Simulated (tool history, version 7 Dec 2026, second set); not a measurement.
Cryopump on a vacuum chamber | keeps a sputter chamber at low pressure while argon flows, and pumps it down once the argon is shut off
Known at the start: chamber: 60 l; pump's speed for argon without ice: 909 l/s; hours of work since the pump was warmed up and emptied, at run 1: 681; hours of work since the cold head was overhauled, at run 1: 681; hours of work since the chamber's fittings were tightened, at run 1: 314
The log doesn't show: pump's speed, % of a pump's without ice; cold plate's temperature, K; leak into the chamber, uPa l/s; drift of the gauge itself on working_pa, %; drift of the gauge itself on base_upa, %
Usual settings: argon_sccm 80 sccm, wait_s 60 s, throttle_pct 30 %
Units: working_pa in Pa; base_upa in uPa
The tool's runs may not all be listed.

run	hour	argon_sccm	wait_s	throttle_pct	hours of work since the pump was warmed up and emptied	hours of work since the cold head was overhauled	hours of work since the chamber's fittings were tightened	working_pa	base_upa
1	0	80	60	30	681	681	314	0.5318	1.51
2	73.1	80	60	30	715	715	348	0.5332	1.51
3	108.9	80	156	30	732	732	364	0.5321	1.03
4	180.3	109	60	30	765	765	397	0.7303	1.63
5	219.1	109	60	30	783	783	415	0.7228	1.6
6	284.8	109	60	30	813	813	446	0.735	1.63
7	361.7	61	60	30	849	849	481	0.4125	1.69
8	394.7	61	60	30	864	864	497	0.4147	1.71
9	456.5	157	60	17	893	893	525	1.8178	1.72
10	534.3	157	60	17	929	929	562	1.8011	1.81
11	582.2	133	70	30	951	951	584	0.9056	1.71
12	628.4	133	70	30	972	972	605	0.9077	1.72
13	697.6	80	34	41	1005	1005	637	0.4141	2.58
14	749.3	98	34	41	1029	1029	661	0.5103	2.59
15	804	80	50	40	1054	1054	687	0.4313	2.09

The same runs without the tool's hidden state, with the same run-to-run variation:
run	working_pa	base_upa
1	0.4984	1.17
2	0.4979	1.14
3	0.496	0.64
4	0.6783	1.2
5	0.6699	1.15
6	0.6789	1.14
7	0.3795	1.18
8	0.3807	1.17
9	1.7269	1.15
10	1.7064	1.19
11	0.8226	1.05
12	0.8224	1.05
13	0.3605	1.85
14	0.4426	1.83
15	0.3738	1.31

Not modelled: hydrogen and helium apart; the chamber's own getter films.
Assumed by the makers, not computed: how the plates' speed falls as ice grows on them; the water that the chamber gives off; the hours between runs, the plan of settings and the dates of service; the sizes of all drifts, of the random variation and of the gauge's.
